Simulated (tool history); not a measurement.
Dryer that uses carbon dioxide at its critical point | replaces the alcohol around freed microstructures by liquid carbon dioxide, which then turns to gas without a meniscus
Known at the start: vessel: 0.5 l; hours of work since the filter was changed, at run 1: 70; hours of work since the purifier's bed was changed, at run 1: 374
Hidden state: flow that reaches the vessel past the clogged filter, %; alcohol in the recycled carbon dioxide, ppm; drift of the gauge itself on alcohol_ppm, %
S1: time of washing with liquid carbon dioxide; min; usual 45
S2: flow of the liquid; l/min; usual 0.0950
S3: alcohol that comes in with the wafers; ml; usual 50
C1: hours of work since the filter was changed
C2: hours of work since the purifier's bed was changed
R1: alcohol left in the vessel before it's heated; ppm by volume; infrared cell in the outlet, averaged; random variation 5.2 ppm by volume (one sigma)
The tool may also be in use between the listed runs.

{"run": 1, "hour": 0.0, "S1": 45, "S2": 0.095, "S3": 50, "C1": 70, "C2": 374, "R1": 216}
{"run": 2, "hour": 14.7, "S1": 45, "S2": 0.095, "S3": 50, "C1": 80, "C2": 384, "R1": 221}
{"run": 3, "hour": 39.6, "S1": 45, "S2": 0.095, "S3": 50, "C1": 95, "C2": 399, "R1": 240}
{"run": 4, "hour": 53.1, "S1": 39, "S2": 0.095, "S3": 50, "C1": 104, "C2": 408, "R1": 434}
{"run": 5, "hour": 74.9, "S1": 39, "S2": 0.089, "S3": 50, "C1": 117, "C2": 422, "R1": 580}
{"run": 6, "hour": 90.0, "S1": 39, "S2": 0.089, "S3": 50, "C1": 127, "C2": 431, "R1": 577}
{"run": 7, "hour": 114.5, "S1": 39, "S2": 0.089, "S3": 50, "C1": 142, "C2": 446, "R1": 621}
{"run": 8, "hour": 137.1, "S1": 39, "S2": 0.089, "S3": 50, "C1": 156, "C2": 461, "R1": 664}
{"run": 9, "hour": 152.6, "S1": 39, "S2": 0.089, "S3": 50, "C1": 166, "C2": 470, "R1": 678}
{"run": 10, "hour": 175.1, "S1": 45, "S2": 0.095, "S3": 50, "C1": 180, "C2": 484, "R1": 313}
{"run": 11, "hour": 194.9, "S1": 45, "S2": 0.095, "S3": 50, "C1": 193, "C2": 497, "R1": 314}
{"run": 12, "hour": 213.3, "S1": 45, "S2": 0.095, "S3": 50, "C1": 204, "C2": 508, "R1": 338}
{"hour": 218.4, "done": "inlet filter changed"}
{"run": 13, "hour": 237.5, "S1": 45, "S2": 0.095, "S3": 50, "C1": 12, "C2": 523, "R1": 233}
{"run": 14, "hour": 256.6, "S1": 45, "S2": 0.095, "S3": 50, "C1": 24, "C2": 535, "R1": 249}
{"hour": 261.3, "done": "purifier's bed changed"}
{"run": 15, "hour": 279.4, "S1": 45, "S2": 0.0674, "S3": 50, "C1": 36, "C2": 11, "R1": 731}
{"run": 16, "hour": 291.3, "S1": 45, "S2": 0.0674, "S3": 50, "C1": 44, "C2": 19, "R1": 743}
{"run": 17, "hour": 314.1, "S1": 42, "S2": 0.059, "S3": 50, "C1": 58, "C2": 33, "R1": 1818}
{"run": 18, "hour": 330.3, "S1": 44, "S2": 0.0876, "S3": 96, "C1": 68, "C2": 43, "R1": 437}
{"run": 19, "hour": 343.3, "S1": 39, "S2": 0.095, "S3": 38, "C1": 77, "C2": 51, "R1": 245}
{"run": 20, "hour": 356.1, "S1": 39, "S2": 0.095, "S3": 38, "C1": 85, "C2": 59, "R1": 241}
{"run": 21, "hour": 378.2, "S1": 67, "S2": 0.095, "S3": 84, "C1": 98, "C2": 73, "R1": 39}
{"run": 22, "hour": 400.7, "S1": 68, "S2": 0.132, "S3": 49, "C1": 113, "C2": 87, "R1": 36}
{"run": 23, "hour": 423.9, "S1": 68, "S2": 0.1053, "S3": 49, "C1": 127, "C2": 102, "R1": 32}

Forecast run 24:
{"run": 24, "hour": 440.0, "S1": 42, "S2": 0.095, "S3": 50, "C1": 137, "C2": 112, "R1": "?"}

R1: 266 ppm by volume
Without the tool's hidden state the same run would have given R1 137 ppm by volume.
